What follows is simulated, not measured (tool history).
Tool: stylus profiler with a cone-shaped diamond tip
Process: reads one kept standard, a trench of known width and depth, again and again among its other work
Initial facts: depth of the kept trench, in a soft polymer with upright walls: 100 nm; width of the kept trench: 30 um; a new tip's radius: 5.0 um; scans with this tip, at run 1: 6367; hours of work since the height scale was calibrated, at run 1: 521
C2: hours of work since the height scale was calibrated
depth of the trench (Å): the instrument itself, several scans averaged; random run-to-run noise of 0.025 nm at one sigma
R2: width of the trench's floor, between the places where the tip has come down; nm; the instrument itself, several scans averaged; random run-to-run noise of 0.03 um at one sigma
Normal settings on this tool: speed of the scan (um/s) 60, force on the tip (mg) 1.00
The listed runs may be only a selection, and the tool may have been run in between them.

Run 1, hour 0.0: usual settings; scans with this tip 6367; C2 521. Result: depth of the trench (Å) 1007.5, R2 27200 nm.
Run 2, hour 9.2: usual settings; scans with this tip 6431; C2 526. Result: depth of the trench (Å) 1007.7, R2 27200 nm.
Run 3, hour 24.6: usual settings; scans with this tip 6538; C2 535. Result: depth of the trench (Å) 1007.5, R2 27140 nm.
Run 4, hour 38.0: usual settings; scans with this tip 6631; C2 542. Result: depth of the trench (Å) 1007.2, R2 27150 nm.
Run 5, hour 44.7: usual settings but force on the tip (mg) 0.73; scans with this tip 6677; C2 546. Result: depth of the trench (Å) 1006.5, R2 27060 nm.
Run 6, hour 59.7: usual settings but speed of the scan (um/s) 236, force on the tip (mg) 0.73; scans with this tip 6781; C2 555. Result: depth of the trench (Å) 1006.2, R2 25330 nm.
Run 7, hour 69.3: usual settings; scans with this tip 6847; C2 560. Result: depth of the trench (Å) 1007.5, R2 27130 nm.
Run 8, hour 80.1: usual settings but force on the tip (mg) 0.88; scans with this tip 6922; C2 566. Result: depth of the trench (Å) 1007.0, R2 27130 nm.
Run 9, hour 90.8: usual settings but speed of the scan (um/s) 78, force on the tip (mg) 0.88; scans with this tip 6997; C2 572. Result: depth of the trench (Å) 1007.5, R2 26950 nm.
Run 10, hour 100.4: usual settings but speed of the scan (um/s) 78, force on the tip (mg) 0.88; scans with this tip 7063; C2 578. Result: depth of the trench (Å) 1006.8, R2 26940 nm.
Run 11, hour 110.1: usual settings but speed of the scan (um/s) 78, force on the tip (mg) 0.88; scans with this tip 7130; C2 583. Result: depth of the trench (Å) 1006.2, R2 26970 nm.
Run 12, hour 120.2: usual settings but speed of the scan (um/s) 124, force on the tip (mg) 0.73; scans with this tip 7200; C2 589. Result: depth of the trench (Å) 1006.2, R2 26380 nm.
Run 13, hour 129.1: usual settings but speed of the scan (um/s) 124, force on the tip (mg) 0.83; scans with this tip 7262; C2 594. Result: depth of the trench (Å) 1006.6, R2 26550 nm.
Run 14, hour 140.5: usual settings but speed of the scan (um/s) 233, force on the tip (mg) 1.35; scans with this tip 7340; C2 600. Result: depth of the trench (Å) 1008.9, R2 25990 nm.
Run 15, hour 152.6: usual settings but speed of the scan (um/s) 17, force on the tip (mg) 1.38; scans with this tip 7424; C2 607. Result: depth of the trench (Å) 1008.7, R2 27540 nm.
Run 16, hour 159.4: usual settings but speed of the scan (um/s) 45, force on the tip (mg) 0.74; scans with this tip 7471; C2 611. Result: depth of the trench (Å) 1006.5, R2 27170 nm.
Run 17, hour 168.2: usual settings but speed of the scan (um/s) 28, force on the tip (mg) 0.40; scans with this tip 7533; C2 616. Result: depth of the trench (Å) 1004.6, R2 27290 nm.
Run 18, hour 181.7: usual settings but speed of the scan (um/s) 28, force on the tip (mg) 0.40; scans with this tip 7626; C2 624. Result: depth of the trench (Å) 1005.3, R2 27270 nm.
Run 19, hour 190.0: usual settings but speed of the scan (um/s) 45, force on the tip (mg) 0.63; scans with this tip 7684; C2 628. Result: depth of the trench (Å) 1006.1, R2 27150 nm.

Predict the results of run 20:
Run 20, hour 205.8: usual settings but speed of the scan (um/s) 103, force on the tip (mg) 0.54; scans with this tip 7792; C2 637. Result: depth of the trench (Å) ?, R2 ?.

depth of the trench (Å): 1005.5
R2: 26440 nm
If the tool had no hidden condition, the same run with the same run-to-run variation would have returned depth of the trench (Å) 1003.5, R2 26830 nm.
